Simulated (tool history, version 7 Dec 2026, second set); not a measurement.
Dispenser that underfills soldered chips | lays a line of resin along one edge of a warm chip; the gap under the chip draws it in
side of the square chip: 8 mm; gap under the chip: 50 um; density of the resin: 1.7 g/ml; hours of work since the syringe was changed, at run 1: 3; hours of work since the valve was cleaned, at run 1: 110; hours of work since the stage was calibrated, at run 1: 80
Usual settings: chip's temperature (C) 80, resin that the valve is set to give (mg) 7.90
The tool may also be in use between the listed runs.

run	day	chip's temperature (C)	resin that the valve is set to give (mg)	hours of work since the syringe was changed	hours of work since the valve was cleaned	hours of work since the stage was calibrated	time until the resin shows at the far edge (s)	resin that the valve gave (mg)
1	0.000	80	7.90	3	110	80	49.7	7.14
2	0.112	80	7.90	5	112	82	55.9	7.15
# day 0.221: new syringe of resin
3	0.308	80	7.90	1	115	84	45.2	7.11
4	0.408	80	7.90	3	116	86	50.7	7.14
5	0.554	80	7.90	5	118	88	57.2	7.17
# day 0.646: new syringe of resin
6	0.758	80	7.90	2	121	91	45.0	7.13
7	0.900	74	7.34	4	123	93	65.8	6.60
# day 1.008: dispensing valve cleaned and set on the balance
# day 1.117: new syringe of resin
8	1.133	76	8.11	0	2	95	45.9	8.04
9	1.329	79	6.90	3	4	98	52.4	6.81
10	1.479	79	6.90	5	7	100	60.6	6.85

Forecast run 11:
# day 1.550: new syringe of resin
11	1.667	79	8.06	2	9	103	?	?

{"run 11": {"time until the resin shows at the far edge (s)": 45.7, "resin that the valve gave (mg)": 8.0}}
Without the tool's hidden state the same run would have given time until the resin shows at the far edge (s) 40.4, resin that the valve gave (mg) 8.07.
